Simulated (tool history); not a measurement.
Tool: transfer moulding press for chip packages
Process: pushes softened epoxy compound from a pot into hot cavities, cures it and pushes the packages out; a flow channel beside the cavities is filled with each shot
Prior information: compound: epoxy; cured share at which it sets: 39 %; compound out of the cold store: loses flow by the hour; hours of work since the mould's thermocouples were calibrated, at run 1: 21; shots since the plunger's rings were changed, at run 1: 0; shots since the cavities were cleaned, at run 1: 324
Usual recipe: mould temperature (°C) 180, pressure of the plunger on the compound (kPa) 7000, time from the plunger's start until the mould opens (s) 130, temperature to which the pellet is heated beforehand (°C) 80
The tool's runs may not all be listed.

run     day  mould temperature (°C)  pressure of the plunger on the compound (kPa)  time from the plunger's start until the mould opens (s)  temperature to which the pellet is heated beforehand (°C)  hours of work since the mould's thermocouples were calibrated  shots since the plunger's rings were changed  shots since the cavities were cleaned  incoming compound's hours out of the cold store  length that the compound runs in the flow channel (mm)  greatest force on the pins that push the packages out (N)
  1   0.000                     180                                           7000                                                      130                                                         80                                                             21                                             0                                    324                                             23.2                                                     969                                                        464
      1.862  -- cavities cleaned with cleaning compound and waxed
  2   2.017                     186                                           7000                                                      130                                                         80                                                             53                                           492                                     39                                             18.8                                                     957                                                        388
  3   3.562                     186                                           7000                                                      130                                                         80                                                             78                                           881                                    428                                             23.0                                                     941                                                        404
      4.912  -- cavities cleaned with cleaning compound and waxed
  4   5.533                     186                                           7000                                                      130                                                         80                                                            109                                          1362                                    156                                             30.4                                                     895                                                        390
  5   7.446                     186                                           7000                                                      130                                                         80                                                            140                                          1843                                    637                                             43.2                                                     847                                                        397
      7.883  -- cavities cleaned with cleaning compound and waxed
  6   9.138                     186                                           7000                                                      130                                                         80                                                            167                                          2254                                    317                                             35.8                                                     873                                                        385
     10.946  -- cavities cleaned with cleaning compound and waxed
  7  11.979                     186                                           7000                                                      130                                                         80                                                            212                                          2953                                    260                                             26.2                                                     930                                                        384
     14.025  -- cavities cleaned with cleaning compound and waxed
  8  14.262                     186                                           7000                                                      130                                                         80                                                            248                                          3512                                     59                                             30.5                                                     906                                                        390
  9  16.238                     186                                           7000                                                      130                                                         80                                                            280                                          4010                                    557                                             21.7                                                     938                                                        382
     17.167  -- cavities cleaned with cleaning compound and waxed
 10  18.596                     180                                           7000                                                      130                                                         80                                                            318                                          4587                                    359                                             21.0                                                     958                                                        457
 11  19.833                     180                                           7000                                                      130                                                         80                                                            338                                          4900                                    672                                             25.8                                                     942                                                        481
     20.117  -- cavities cleaned with cleaning compound and waxed
 12  21.846                     180                                           6630                                                      130                                                         80                                                            370                                          5391                                    436                                             47.7                                                     817                                                        443
     23.046  -- cavities cleaned with cleaning compound and waxed
 13  23.733                     180                                           6630                                                      128                                                         80                                                            399                                          5851                                    174                                             27.8                                                     916                                                        449
     24.379  -- plunger's sealing rings changed
     26.146  -- cavities cleaned with cleaning compound and waxed
 14  26.492                     174                                           7050                                                      130                                                         88                                                            442                                           515                                     86                                             38.4                                                     917                                                        621
     29.067  -- cavities cleaned with cleaning compound and waxed
 15  29.258                     178                                           7000                                                      130                                                         80                                                            486                                          1197                                     49                                             24.1                                                     973                                                        511
 16  30.838                     178                                           7000                                                      130                                                         80                                                            511                                          1595                                    447                                             46.8                                                     857                                                        487
     31.996  -- cavities cleaned with cleaning compound and waxed
 17  33.329                     178                                           5390                                                      130                                                         80                                                            551                                          2206                                    336                                             10.2                                                     922                                                        502
     35.079  -- cavities cleaned with cleaning compound and waxed
 18  35.079                     180                                           7000                                                      114                                                         84                                                            579                                          2631                                      0                                             43.2                                                     867                                                        543
     35.375  -- mould's thermocouples calibrated
 19  37.462                     182                                           7000                                                      130                                                         82                                                             34                                          3210                                    579                                             25.8                                                     944                                                        435
     38.204  -- cavities cleaned with cleaning compound and waxed
 20  39.488                     187                                           7000                                                      161                                                         89                                                             66                                          3705                                    324                                             36.2                                                     863                                                        377
     41.217  -- cavities cleaned with cleaning compound and waxed
 21  41.417                     184                                           8750                                                      161                                                         89                                                             96                                          4175                                     51                                             41.7                                                     954                                                        377
     44.142  -- cavities cleaned with cleaning compound and waxed
 22  44.329                     172                                           8750                                                      161                                                         88                                                            143                                          4892                                     47                                             29.9                                                    1062                                                        499
 23  45.771                     172                                           8750                                                      140                                                         81                                                            166                                          5255                                    410                                             11.7                                                    1203                                                        691
     47.267  -- cavities cleaned with cleaning compound and waxed
 24  47.275                     177                                           5690                                                      124                                                         81                                                            190                                          5618                                      3                                             16.1                                                     913                                                        612
     48.821  -- plunger's sealing rings changed
 25  49.525                     177                                           5690                                                      124                                                         81                                                            225                                           177                                    543                                             37.5                                                     817                                                        559

For run 26, what comes out?
     50.312  -- cavities cleaned with cleaning compound and waxed
 26  51.521                     174                                           7780                                                      130                                                         80                                                            256                                           665                                    305                                             38.3                                                       ?                                                          ?

length that the compound runs in the flow channel (mm): 957
greatest force on the pins that push the packages out (N): 628
Were there no unlogged condition in the tool, this run, its random variation unchanged, would have produced length that the compound runs in the flow channel (mm) 957, greatest force on the pins that push the packages out (N) 623.
